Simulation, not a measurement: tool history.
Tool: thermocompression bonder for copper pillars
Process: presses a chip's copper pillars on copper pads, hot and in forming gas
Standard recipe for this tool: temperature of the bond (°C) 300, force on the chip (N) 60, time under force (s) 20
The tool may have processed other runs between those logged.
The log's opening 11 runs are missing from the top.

| run | day | temperature of the bond (°C) | force on the chip (N) | time under force (s) | force that shears a chip off (N) |
|---|---|---|---|---|---|
| 12 | 12.883 | 315 | 60 | 24 | 42.5 |
|  | 13.021 | force cell calibrated |
| 13 | 14.604 | 300 | 71 | 20 | 36.9 |
| 14 | 16.088 | 271 | 60 | 20 | 19.2 |
| 15 | 17.458 | 271 | 60 | 20 | 19.0 |
| 16 | 18.350 | 271 | 60 | 20 | 19.7 |
| 17 | 19.938 | 271 | 60 | 20 | 18.9 |
|  | 20.883 | force cell calibrated, once more |
| 18 | 20.929 | 271 | 60 | 20 | 20.8 |
| 19 | 21.888 | 300 | 60 | 20 | 32.7 |
| 20 | 22.867 | 300 | 60 | 20 | 32.6 |
| 21 | 23.854 | 300 | 60 | 15 | 29.1 |
| 22 | 24.912 | 329 | 80 | 15 | 54.2 |

Expected results for the next run?
| 23 | 25.908 | 286 | 52 | 22 | ? |

force that shears a chip off (N): 22.7
Minus the tool's unlogged condition, the same run would have read force that shears a chip off (N) 25.3.
